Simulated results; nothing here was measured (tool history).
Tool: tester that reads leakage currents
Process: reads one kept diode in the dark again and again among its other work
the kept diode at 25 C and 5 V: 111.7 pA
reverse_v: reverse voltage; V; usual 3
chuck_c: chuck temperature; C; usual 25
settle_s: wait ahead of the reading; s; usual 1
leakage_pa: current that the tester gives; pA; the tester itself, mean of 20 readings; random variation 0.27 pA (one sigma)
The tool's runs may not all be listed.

run 1 hour=0 | reverse_v=3 chuck_c=25 settle_s=1 | leakage_pa=98.41
run 2 hour=112.9 | reverse_v=3 chuck_c=57 settle_s=1 | leakage_pa=1453.35
run 3 hour=181.1 | reverse_v=3 chuck_c=57 settle_s=1 | leakage_pa=1446.28
run 4 hour=269.3 | reverse_v=3 chuck_c=57 settle_s=1 | leakage_pa=1432.72
run 5 hour=382.7 | reverse_v=3 chuck_c=57 settle_s=1 | leakage_pa=1440.69
run 6 hour=445.8 | reverse_v=3 chuck_c=25 settle_s=0.49 | leakage_pa=98.37
run 7 hour=544.8 | reverse_v=3 chuck_c=25 settle_s=1 | leakage_pa=97.63
run 8 hour=626.5 | reverse_v=3 chuck_c=25 settle_s=1 | leakage_pa=97.38
run 9 hour=727.2 | reverse_v=3 chuck_c=25 settle_s=1 | leakage_pa=96.97
run 10 hour=777.3 | reverse_v=3 chuck_c=25 settle_s=1 | leakage_pa=96.66
-- hour=835.2 chuck's temperature calibrated
run 11 hour=835.6 | reverse_v=3 chuck_c=25 settle_s=1 | leakage_pa=100.46
-- hour=931.2 probe card cleaned and baked
run 12 hour=943 | reverse_v=3 chuck_c=25 settle_s=1 | leakage_pa=94.41
run 13 hour=1013.3 | reverse_v=3 chuck_c=25 settle_s=1 | leakage_pa=94.75
run 14 hour=1099.9 | reverse_v=3 chuck_c=25 settle_s=0.33 | leakage_pa=95.98
run 15 hour=1189.8 | reverse_v=3 chuck_c=25 settle_s=0.33 | leakage_pa=96.16
run 16 hour=1253.3 | reverse_v=3 chuck_c=25 settle_s=0.34 | leakage_pa=95.28
run 17 hour=1336.1 | reverse_v=3 chuck_c=25 settle_s=0.34 | leakage_pa=95.61
run 18 hour=1417.8 | reverse_v=3 chuck_c=22 settle_s=1 | leakage_pa=70.37
run 19 hour=1528.1 | reverse_v=3 chuck_c=22 settle_s=1 | leakage_pa=70.65
run 20 hour=1628.1 | reverse_v=3 chuck_c=22 settle_s=1 | leakage_pa=70.04
run 21 hour=1681.1 | reverse_v=4.81 chuck_c=39 settle_s=0.88 | leakage_pa=373.29
run 22 hour=1761.7 | reverse_v=12.65 chuck_c=30 settle_s=1.05 | leakage_pa=234.17
run 23 hour=1869.7 | reverse_v=12.65 chuck_c=30 settle_s=1.05 | leakage_pa=232.81
run 24 hour=1950 | reverse_v=12.65 chuck_c=30 settle_s=1.05 | leakage_pa=234.05
run 25 hour=2049.5 | reverse_v=17.04 chuck_c=23 settle_s=0.43 | leakage_pa=150.87
run 26 hour=2098.4 | reverse_v=4.19 chuck_c=26 settle_s=0.55 | leakage_pa=113.2
run 27 hour=2166.7 | reverse_v=5.95 chuck_c=22 settle_s=2.22 | leakage_pa=87.55
run 28 hour=2267 | reverse_v=7.03 chuck_c=25 settle_s=1 | leakage_pa=123.06
-- hour=2354.9 chuck's temperature calibrated
run 29 hour=2383.2 | reverse_v=1.46 chuck_c=25 settle_s=1 | leakage_pa=78.91
run 30 hour=2456 | reverse_v=15.7 chuck_c=29 settle_s=9.56 | leakage_pa=249.14
run 31 hour=2528.8 | reverse_v=3 chuck_c=30 settle_s=1.06 | leakage_pa=156.04
run 32 hour=2632.9 | reverse_v=1.66 chuck_c=30 settle_s=0.35 | leakage_pa=129.92
run 33 hour=2691.9 | reverse_v=1.66 chuck_c=30 settle_s=0.35 | leakage_pa=129.18
run 34 hour=2770 | reverse_v=2.01 chuck_c=29 settle_s=1.35 | leakage_pa=124.05
run 35 hour=2850.7 | reverse_v=15.31 chuck_c=32 settle_s=1.57 | leakage_pa=320.74
run 36 hour=2940.9 | reverse_v=4.48 chuck_c=25 settle_s=1.11 | leakage_pa=113.42
run 37 hour=3001 | reverse_v=1.2 chuck_c=43 settle_s=3.22 | leakage_pa=351.87
run 38 hour=3085.1 | reverse_v=9.69 chuck_c=50 settle_s=1.38 | leakage_pa=1202.13
run 39 hour=3152.7 | reverse_v=3 chuck_c=25 settle_s=3.41 | leakage_pa=97.32

5 ways to go on from here, each from the tool as it stands after run 39. What would each give?
run A hour=3263.9 | reverse_v=3 chuck_c=34 settle_s=3.41 | leakage_pa=?
run B hour=3263.9 | reverse_v=10.08 chuck_c=30 settle_s=0.55 | leakage_pa=?
run C hour=3263.9 | reverse_v=1.19 chuck_c=32 settle_s=1.83 | leakage_pa=?
run D hour=3263.9 | reverse_v=1.33 chuck_c=28 settle_s=0.61 | leakage_pa=?
run E hour=3263.9 | reverse_v=2.08 chuck_c=25 settle_s=1 | leakage_pa=?

run=A leakage_pa=215.47
run=B leakage_pa=235.9
run=C leakage_pa=134.03
run=D leakage_pa=97.31
run=E leakage_pa=85.95
Without the tool's hidden state the same runs would have given:
run=A leakage_pa=218.28
run=B leakage_pa=227.06
run=C leakage_pa=137.04
run=D leakage_pa=98.77
run=E leakage_pa=85.73
